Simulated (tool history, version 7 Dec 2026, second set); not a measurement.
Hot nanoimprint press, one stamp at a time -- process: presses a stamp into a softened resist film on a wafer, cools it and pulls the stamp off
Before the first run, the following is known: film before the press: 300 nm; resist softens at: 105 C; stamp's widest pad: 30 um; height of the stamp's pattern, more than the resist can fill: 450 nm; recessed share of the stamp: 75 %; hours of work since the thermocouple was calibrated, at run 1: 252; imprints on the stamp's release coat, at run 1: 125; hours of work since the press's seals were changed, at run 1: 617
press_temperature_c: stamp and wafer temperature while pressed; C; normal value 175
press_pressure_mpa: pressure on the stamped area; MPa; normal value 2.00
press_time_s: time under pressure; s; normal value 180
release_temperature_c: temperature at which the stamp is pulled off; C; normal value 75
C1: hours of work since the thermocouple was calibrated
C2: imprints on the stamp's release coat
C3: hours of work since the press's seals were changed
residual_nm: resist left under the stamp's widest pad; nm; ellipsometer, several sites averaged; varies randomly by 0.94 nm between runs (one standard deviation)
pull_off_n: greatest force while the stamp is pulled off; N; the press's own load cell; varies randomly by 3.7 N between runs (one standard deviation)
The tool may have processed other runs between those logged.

run 1 hour=0.0 | press_temperature_c=175 press_pressure_mpa=2.00 press_time_s=180 release_temperature_c=75 | C1=252 C2=125 C3=617 | residual_nm=178.6 pull_off_n=184
run 2 hour=47.8 | press_temperature_c=175 press_pressure_mpa=2.00 press_time_s=180 release_temperature_c=75 | C1=272 C2=265 C3=637 | residual_nm=177.8 pull_off_n=192
run 3 hour=142.1 | press_temperature_c=175 press_pressure_mpa=2.00 press_time_s=180 release_temperature_c=75 | C1=311 C2=541 C3=676 | residual_nm=176.9 pull_off_n=203
run 4 hour=225.1 | press_temperature_c=175 press_pressure_mpa=2.00 press_time_s=180 release_temperature_c=75 | C1=345 C2=784 C3=710 | residual_nm=175.4 pull_off_n=220
run 5 hour=312.1 | press_temperature_c=175 press_pressure_mpa=2.00 press_time_s=180 release_temperature_c=75 | C1=382 C2=1039 C3=747 | residual_nm=176.8 pull_off_n=229
-- hour=414.4 stamp cleaned and given a new release coat
run 6 hour=414.4 | press_temperature_c=175 press_pressure_mpa=2.00 press_time_s=180 release_temperature_c=75 | C1=422 C2=0 C3=787 | residual_nm=175.9 pull_off_n=170
run 7 hour=490.6 | press_temperature_c=175 press_pressure_mpa=2.00 press_time_s=180 release_temperature_c=75 | C1=453 C2=224 C3=818 | residual_nm=176.0 pull_off_n=181
run 8 hour=563.9 | press_temperature_c=175 press_pressure_mpa=2.00 press_time_s=180 release_temperature_c=75 | C1=484 C2=438 C3=849 | residual_nm=175.9 pull_off_n=195
run 9 hour=632.6 | press_temperature_c=175 press_pressure_mpa=2.00 press_time_s=180 release_temperature_c=75 | C1=512 C2=640 C3=877 | residual_nm=175.6 pull_off_n=207
run 10 hour=681.6 | press_temperature_c=175 press_pressure_mpa=2.00 press_time_s=180 release_temperature_c=75 | C1=533 C2=784 C3=898 | residual_nm=175.9 pull_off_n=217
run 11 hour=737.4 | press_temperature_c=175 press_pressure_mpa=2.00 press_time_s=180 release_temperature_c=75 | C1=556 C2=947 C3=921 | residual_nm=176.6 pull_off_n=234
run 12 hour=810.1 | press_temperature_c=175 press_pressure_mpa=2.00 press_time_s=241 release_temperature_c=75 | C1=586 C2=1160 C3=951 | residual_nm=160.8 pull_off_n=244
-- hour=817.8 plate thermocouple calibrated
-- hour=873.5 stamp cleaned and given a new release coat
run 13 hour=893.8 | press_temperature_c=175 press_pressure_mpa=2.00 press_time_s=180 release_temperature_c=71 | C1=29 C2=60 C3=982 | residual_nm=182.2 pull_off_n=188
-- hour=944.0 press's hydraulic seals changed and the load cell set to zero
run 14 hour=952.4 | press_temperature_c=175 press_pressure_mpa=2.00 press_time_s=180 release_temperature_c=71 | C1=50 C2=208 C3=3 | residual_nm=177.7 pull_off_n=212
run 15 hour=1030.3 | press_temperature_c=175 press_pressure_mpa=2.00 press_time_s=180 release_temperature_c=71 | C1=83 C2=436 C3=36 | residual_nm=175.4 pull_off_n=213
run 16 hour=1075.9 | press_temperature_c=175 press_pressure_mpa=2.00 press_time_s=180 release_temperature_c=71 | C1=102 C2=570 C3=55 | residual_nm=176.0 pull_off_n=232
run 17 hour=1169.5 | press_temperature_c=175 press_pressure_mpa=2.00 press_time_s=360 release_temperature_c=71 | C1=141 C2=844 C3=94 | residual_nm=144.4 pull_off_n=241
run 18 hour=1229.2 | press_temperature_c=175 press_pressure_mpa=2.00 press_time_s=180 release_temperature_c=63 | C1=165 C2=1019 C3=119 | residual_nm=174.0 pull_off_n=289
run 19 hour=1320.7 | press_temperature_c=165 press_pressure_mpa=2.00 press_time_s=205 release_temperature_c=77 | C1=203 C2=1287 C3=157 | residual_nm=220.9 pull_off_n=240
-- hour=1339.5 stamp cleaned and given a new release coat
run 20 hour=1415.7 | press_temperature_c=181 press_pressure_mpa=1.53 press_time_s=180 release_temperature_c=75 | C1=241 C2=223 C3=194 | residual_nm=170.3 pull_off_n=194
run 21 hour=1481.0 | press_temperature_c=171 press_pressure_mpa=2.82 press_time_s=142 release_temperature_c=73 | C1=268 C2=415 C3=221 | residual_nm=176.3 pull_off_n=204
run 22 hour=1534.3 | press_temperature_c=180 press_pressure_mpa=2.00 press_time_s=180 release_temperature_c=82 | C1=290 C2=571 C3=243 | residual_nm=152.4 pull_off_n=171
run 23 hour=1630.7 | press_temperature_c=180 press_pressure_mpa=2.00 press_time_s=285 release_temperature_c=82 | C1=330 C2=853 C3=283 | residual_nm=132.0 pull_off_n=186
run 24 hour=1701.1 | press_temperature_c=180 press_pressure_mpa=2.00 press_time_s=285 release_temperature_c=82 | C1=359 C2=1059 C3=313 | residual_nm=131.9 pull_off_n=198

Expected results for the next run?
run 25 hour=1772.8 | press_temperature_c=180 press_pressure_mpa=2.00 press_time_s=285 release_temperature_c=82 | C1=389 C2=1270 C3=342 | residual_nm=? pull_off_n=?

residual_nm: 131.0 nm
pull_off_n: 203 N
Minus the tool's unlogged condition, the same run would have read residual_nm 134.0 nm, pull_off_n 147 N.
